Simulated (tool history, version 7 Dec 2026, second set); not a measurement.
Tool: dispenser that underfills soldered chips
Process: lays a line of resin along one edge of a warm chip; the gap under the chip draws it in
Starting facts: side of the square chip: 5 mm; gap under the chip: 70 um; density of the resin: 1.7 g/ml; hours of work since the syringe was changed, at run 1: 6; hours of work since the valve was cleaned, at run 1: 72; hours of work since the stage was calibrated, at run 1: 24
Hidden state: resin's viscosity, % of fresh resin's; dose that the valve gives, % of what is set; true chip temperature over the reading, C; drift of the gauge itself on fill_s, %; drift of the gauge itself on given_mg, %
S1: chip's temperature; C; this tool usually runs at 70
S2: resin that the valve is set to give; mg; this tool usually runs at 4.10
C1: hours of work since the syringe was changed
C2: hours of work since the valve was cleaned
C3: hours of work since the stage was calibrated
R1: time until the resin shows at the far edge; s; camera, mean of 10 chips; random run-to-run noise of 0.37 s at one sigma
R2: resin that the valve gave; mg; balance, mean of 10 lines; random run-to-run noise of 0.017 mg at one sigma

{"run": 1, "hour": 0.0, "S1": 70, "S2": 4.1, "C1": 6, "C2": 72, "C3": 24, "R1": 35.5, "R2": 3.9}
{"hour": 3.3, "done": "new syringe of resin"}
{"run": 2, "hour": 13.0, "S1": 65, "S2": 4.1, "C1": 7, "C2": 82, "C3": 33, "R1": 46.1, "R2": 3.89}
{"hour": 15.7, "done": "new syringe of resin"}
{"run": 3, "hour": 19.4, "S1": 65, "S2": 4.1, "C1": 3, "C2": 86, "C3": 38, "R1": 32.7, "R2": 3.86}
{"hour": 27.6, "done": "new syringe of resin"}
{"run": 4, "hour": 27.6, "S1": 70, "S2": 4.1, "C1": 0, "C2": 91, "C3": 43, "R1": 21.7, "R2": 3.89}
{"run": 5, "hour": 34.9, "S1": 70, "S2": 4.1, "C1": 5, "C2": 97, "C3": 49, "R1": 32.5, "R2": 3.83}
{"hour": 39.4, "done": "new syringe of resin"}
{"run": 6, "hour": 46.7, "S1": 70, "S2": 4.1, "C1": 5, "C2": 105, "C3": 57, "R1": 32.7, "R2": 3.83}
{"hour": 51.5, "done": "new syringe of resin"}
{"run": 7, "hour": 57.9, "S1": 70, "S2": 4.1, "C1": 5, "C2": 113, "C3": 65, "R1": 30.2, "R2": 3.81}
{"hour": 63.5, "done": "new syringe of resin"}
{"run": 8, "hour": 64.1, "S1": 70, "S2": 4.07, "C1": 0, "C2": 117, "C3": 69, "R1": 22.1, "R2": 3.74}
{"run": 9, "hour": 70.2, "S1": 70, "S2": 4.07, "C1": 5, "C2": 121, "C3": 73, "R1": 32.1, "R2": 3.75}
{"hour": 75.8, "done": "new syringe of resin"}
{"run": 10, "hour": 83.7, "S1": 59, "S2": 3.71, "C1": 6, "C2": 131, "C3": 83, "R1": 55.7, "R2": 3.39}
{"hour": 86.5, "done": "dispensing valve cleaned and set on the balance"}
{"hour": 88.7, "done": "new syringe of resin"}
{"run": 11, "hour": 95.9, "S1": 59, "S2": 3.71, "C1": 5, "C2": 6, "C3": 90, "R1": 53.6, "R2": 3.7}
{"hour": 100.9, "done": "new syringe of resin"}
{"run": 12, "hour": 105.3, "S1": 59, "S2": 3.71, "C1": 3, "C2": 13, "C3": 97, "R1": 44.8, "R2": 3.63}
{"hour": 112.6, "done": "new syringe of resin"}
{"run": 13, "hour": 114.6, "S1": 85, "S2": 4.59, "C1": 1, "C2": 19, "C3": 103, "R1": 12.6, "R2": 4.5}
{"hour": 124.3, "done": "new syringe of resin"}
{"run": 14, "hour": 128.2, "S1": 71, "S2": 4.45, "C1": 3, "C2": 29, "C3": 113, "R1": 24.5, "R2": 4.37}
{"run": 15, "hour": 134.0, "S1": 71, "S2": 3.66, "C1": 7, "C2": 33, "C3": 117, "R1": 35.3, "R2": 3.58}
{"hour": 136.2, "done": "new syringe of resin"}
{"run": 16, "hour": 147.4, "S1": 71, "S2": 3.66, "C1": 8, "C2": 42, "C3": 126, "R1": 39.0, "R2": 3.55}

Alternative continuations, all from the tool just after run 16; predict every row:
{"hour": 148.8, "done": "new syringe of resin"}
{"run": "A", "hour": 158.7, "S1": 73, "S2": 4.71, "C1": 7, "C2": 50, "C3": 134, "R1": "?", "R2": "?"}
{"hour": 148.8, "done": "new syringe of resin"}
{"run": "B", "hour": 158.7, "S1": 71, "S2": 3.55, "C1": 7, "C2": 50, "C3": 134, "R1": "?", "R2": "?"}
{"hour": 148.8, "done": "new syringe of resin"}
{"run": "C", "hour": 158.7, "S1": 70, "S2": 4.95, "C1": 7, "C2": 50, "C3": 134, "R1": "?", "R2": "?"}
{"hour": 148.8, "done": "new syringe of resin"}
{"run": "D", "hour": 158.7, "S1": 61, "S2": 4.01, "C1": 7, "C2": 50, "C3": 134, "R1": "?", "R2": "?"}

run=A R1=31.2 R2=4.54
run=B R1=36.9 R2=3.41
run=C R1=35.3 R2=4.81
run=D R1=54.9 R2=3.87
With the hidden condition removed and each run's random variation left untouched, the same runs would have given:
run=A R1=18.2 R2=4.70
run=B R1=21.1 R2=3.53
run=C R1=20.3 R2=4.97
run=D R1=31.6 R2=4.00
